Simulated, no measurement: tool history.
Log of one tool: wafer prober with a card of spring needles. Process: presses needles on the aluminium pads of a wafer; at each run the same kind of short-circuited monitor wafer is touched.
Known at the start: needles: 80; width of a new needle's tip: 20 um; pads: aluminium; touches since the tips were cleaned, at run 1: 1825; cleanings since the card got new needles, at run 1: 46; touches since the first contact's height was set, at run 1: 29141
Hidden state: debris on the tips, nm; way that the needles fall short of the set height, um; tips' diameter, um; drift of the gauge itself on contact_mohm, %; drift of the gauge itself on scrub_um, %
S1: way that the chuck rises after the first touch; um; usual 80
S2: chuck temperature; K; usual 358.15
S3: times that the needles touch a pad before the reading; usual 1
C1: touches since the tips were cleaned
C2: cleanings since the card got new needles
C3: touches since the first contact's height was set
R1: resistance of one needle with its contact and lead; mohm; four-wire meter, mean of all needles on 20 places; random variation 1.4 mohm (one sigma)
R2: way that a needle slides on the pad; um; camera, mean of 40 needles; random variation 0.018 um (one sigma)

run	day	S1	S2	S3	C1	C2	C3	R1	R2
1	0	80	358.15	1	1825	46	29141	119	14.15
# day 0.367: tips cleaned on abrasive film
2	0.412	94	358.15	1	707	47	35668	116	16.65
3	0.712	94	358.15	1	5507	47	40468	120	16.61
# day 0.854: tips cleaned on abrasive film
# day 1.317: tips cleaned on abrasive film
4	1.371	94	358.15	1	902	49	50884	119	16.62
5	1.662	94	358.15	1	5572	49	55554	119	16.59
# day 1.775: tips cleaned on abrasive film
6	2.171	94	358.15	2	6313	50	63597	118	16.62
# day 2.283: tips cleaned on abrasive film
7	2.45	80	358.15	1	2700	51	67999	119	14.12
# day 2.758: tips cleaned on abrasive film
8	3.012	71	358.15	1	4062	52	76879	124	12.54
# day 3.221: tips cleaned on abrasive film
9	3.367	71	358.15	1	2270	53	82469	118	12.51
# day 3.692: tips cleaned on abrasive film
10	3.758	71	358.15	1	1012	54	88674	121	12.52
# day 4.162: tips cleaned on abrasive film
11	4.212	71	358.15	1	792	55	95904	120	12.53
# day 4.65: tips cleaned on abrasive film
12	4.65	80	367.15	1	0	56	102826	118	14.1
13	4.933	74	367.15	1	4530	56	107356	121	13.04
# day 5.121: tips cleaned on abrasive film
14	5.483	74	367.15	1	5810	57	116107	123	13.04
# day 5.588: tips cleaned on abrasive film
15	5.921	80	372.15	1	5310	58	122993	123	14.07
# day 6.1: tips cleaned on abrasive film
16	6.404	80	372.15	1	4870	59	130664	119	14.07
# day 6.579: tips cleaned on abrasive film
17	6.975	80	372.15	1	6330	60	139755	123	14.09
# day 7.071: tips cleaned on abrasive film
18	7.346	80	305.15	1	4388	61	145592	113	14.07
# day 7.546: tips cleaned on abrasive film
19	7.938	80	305.15	1	6292	62	154996	112	14.05
# day 8.017: tips cleaned on abrasive film
20	8.471	98	352.15	2	7263	63	163427	116	17.26
# day 8.529: tips cleaned on abrasive film
# day 8.771: height of the first contact set anew
# day 9.029: tips cleaned on abrasive film
21	9.033	80	358.15	1	102	65	4161	119	14.05
22	9.325	84	358.15	1	4718	65	8777	120	14.75
# day 9.496: tips cleaned on abrasive film
23	9.892	76	358.15	1	6329	66	17769	119	13.37
# day 9.979: tips cleaned on abrasive film
24	10.388	68	306.15	1	6569	67	25672	113	11.92
# day 10.488: tips cleaned on abrasive film
25	10.792	75	377.15	2	4807	68	32018	122	13.12
# day 10.975: tips cleaned on abrasive film
26	11.383	75	377.15	1	6560	69	41449	124	13.16
# day 11.471: tips cleaned on abrasive film
# day 11.933: tips cleaned on abrasive film
27	12.004	61	335.15	1	1134	71	51215	119	10.7
28	12.312	80	358.15	1	6081	71	56162	118	14.01
# day 12.412: tips cleaned on abrasive film
# day 12.892: tips cleaned on abrasive film
29	12.938	80	358.15	1	735	73	66006	120	14.01
# day 13.362: tips cleaned on abrasive film
30	13.392	81	346.15	2	458	74	73217	117	14.19
# day 13.825: tips cleaned on abrasive film
31	13.917	81	346.15	2	1419	75	81520	117	14.16
# day 14.308: tips cleaned on abrasive film
32	14.308	81	346.15	2	0	76	87723	114	14.17
# day 14.779: tips cleaned on abrasive film
33	14.892	80	379.15	1	1843	77	97017	125	13.99
# day 15.254: tips cleaned on abrasive film
34	15.292	80	316.15	1	568	78	103328	114	13.95

Forecast each of these 3 alternatives for the next run:
# day 15.75: tips cleaned on abrasive film
A	15.804	85	317.15	1	874	79	111452	?	?
# day 15.75: tips cleaned on abrasive film
B	15.804	92	378.15	2	874	79	111452	?	?
# day 15.75: tips cleaned on abrasive film
C	15.804	62	303.15	2	874	79	111452	?	?

run	R1	R2
A	116	14.85
B	120	16.09
C	115	10.84
Without the tool's hidden state the same runs would have given:
run	R1	R2
A	115	15.05
B	120	16.29
C	115	10.98
